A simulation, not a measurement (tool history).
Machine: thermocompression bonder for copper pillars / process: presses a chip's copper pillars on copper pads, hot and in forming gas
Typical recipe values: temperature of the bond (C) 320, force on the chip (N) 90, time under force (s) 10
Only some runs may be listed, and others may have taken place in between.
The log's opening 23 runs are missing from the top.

run,hour,temperature of the bond (C),force on the chip (N),time under force (s),force that shears a chip off (N)
# hour 1210: forming gas filter changed
24,1245.8,322,132,10,77.7
# hour 1297.5: heater calibrated with a thermocouple chip
25,1309.7,330,90,10,60.7
26,1390.4,330,83,14,61.5
27,1449.2,322,90,10,53.3
# hour 1520.4: forming gas filter changed
28,1520.6,315,78,10,49.3
29,1569.1,330,87,20,73.1
30,1619.1,314,66,7,36.8
31,1679.6,299,86,9,40.6
32,1723.5,290,93,29,56
33,1759.5,333,64,26,63.7
34,1822.5,320,102,17,65.3

Forecast run 35:
# hour 1830.4: forming gas filter changed
35,1869.6,320,102,17,?

force that shears a chip off (N): 71.3
Were there no unlogged condition in the tool, this run, its random variation unchanged, would have produced force that shears a chip off (N) 69.2.
